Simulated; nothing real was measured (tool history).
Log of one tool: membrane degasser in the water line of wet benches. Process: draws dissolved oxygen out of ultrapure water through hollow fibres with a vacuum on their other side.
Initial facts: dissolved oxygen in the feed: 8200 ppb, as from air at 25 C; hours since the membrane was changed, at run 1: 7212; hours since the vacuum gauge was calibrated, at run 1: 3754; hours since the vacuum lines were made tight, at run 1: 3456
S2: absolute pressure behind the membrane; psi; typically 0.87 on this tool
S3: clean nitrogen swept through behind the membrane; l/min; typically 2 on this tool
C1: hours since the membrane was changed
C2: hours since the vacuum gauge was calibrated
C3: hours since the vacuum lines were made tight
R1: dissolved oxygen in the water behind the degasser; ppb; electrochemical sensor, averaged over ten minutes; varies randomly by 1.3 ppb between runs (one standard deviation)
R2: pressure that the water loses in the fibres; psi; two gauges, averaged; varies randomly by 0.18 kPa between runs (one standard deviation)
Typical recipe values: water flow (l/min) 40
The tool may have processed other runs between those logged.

Run 1, hour 0: usual settings; C1 7212; C2 3754; C3 3456. Result: R1 129.5 ppb, R2 5.018 psi.
Run 2, hour 165.7: usual settings; C1 7378; C2 3920; C3 3621. Result: R1 127.2 ppb, R2 5.026 psi.
Run 3, hour 340.6: usual settings; C1 7552; C2 4095; C3 3796. Result: R1 128 ppb, R2 5.026 psi.
Run 4, hour 486: usual settings but water flow (l/min) 37; C1 7698; C2 4240; C3 3942. Result: R1 118 ppb, R2 4.654 psi.
At hour 699.3: vacuum gauge calibrated.
Run 5, hour 737.5: usual settings but water flow (l/min) 37; C1 7949; C2 38; C3 4193. Result: R1 117.6 ppb, R2 4.64 psi.
Run 6, hour 993.7: usual settings but water flow (l/min) 37; C1 8205; C2 294; C3 4449. Result: R1 117.2 ppb, R2 4.677 psi.
Run 7, hour 1238.5: usual settings but water flow (l/min) 37; C1 8450; C2 539; C3 4694. Result: R1 119.4 ppb, R2 4.663 psi.
Run 8, hour 1346.8: usual settings but water flow (l/min) 37; C1 8558; C2 648; C3 4802. Result: R1 117.8 ppb, R2 4.664 psi.
Run 9, hour 1563.4: usual settings but water flow (l/min) 37; C1 8775; C2 864; C3 5019. Result: R1 118.5 ppb, R2 4.688 psi.
Run 10, hour 1681.4: usual settings but water flow (l/min) 58, S3 1.41 l/min; C1 8893; C2 982; C3 5137. Result: R1 255 ppb, R2 7.29 psi.
Run 11, hour 1851.2: usual settings but water flow (l/min) 25, S3 3.33 l/min; C1 9063; C2 1152; C3 5306. Result: R1 50.7 ppb, R2 3.153 psi.
Run 12, hour 1969.1: usual settings but water flow (l/min) 43, S2 1.816 psi, S3 4.29 l/min; C1 9180; C2 1270; C3 5424. Result: R1 220.1 ppb, R2 5.384 psi.
Run 13, hour 2163.4: usual settings but water flow (l/min) 43, S2 1.816 psi, S3 4.29 l/min; C1 9375; C2 1464; C3 5619. Result: R1 222.4 ppb, R2 5.443 psi.
Run 14, hour 2305: usual settings but S2 0.576 psi, S3 4.42 l/min; C1 9516; C2 1606; C3 5760. Result: R1 21.8 ppb, R2 5.069 psi.
Run 15, hour 2435.1: usual settings but water flow (l/min) 34, S3 2.85 l/min; C1 9646; C2 1736; C3 5890. Result: R1 78.4 ppb, R2 4.337 psi.
Run 16, hour 2585.7: usual settings but water flow (l/min) 38, S3 5.72 l/min; C1 9797; C2 1886; C3 6041. Result: R1 48.2 ppb, R2 4.782 psi.
Run 17, hour 2745.6: usual settings but water flow (l/min) 57, S2 1.139 psi, S3 5.64 l/min; C1 9957; C2 2046; C3 6201. Result: R1 141.5 ppb, R2 7.195 psi.

Run 18 has not been measured yet. What should we expect?
At hour 2965.9: membrane cartridge changed.
Run 18, hour 2965.9: usual settings but S2 1.295 psi, S3 1.29 l/min; C1 0; C2 2263; C3 6417. Result: R1 ?, R2 ?.

{"run 18": {"R1": 361.9, "R2": 5.057}}
Take away the tool's hidden state, keep the run-to-run variation as it was, and the same run would have given R1 361.8 ppb, R2 4.997 psi.

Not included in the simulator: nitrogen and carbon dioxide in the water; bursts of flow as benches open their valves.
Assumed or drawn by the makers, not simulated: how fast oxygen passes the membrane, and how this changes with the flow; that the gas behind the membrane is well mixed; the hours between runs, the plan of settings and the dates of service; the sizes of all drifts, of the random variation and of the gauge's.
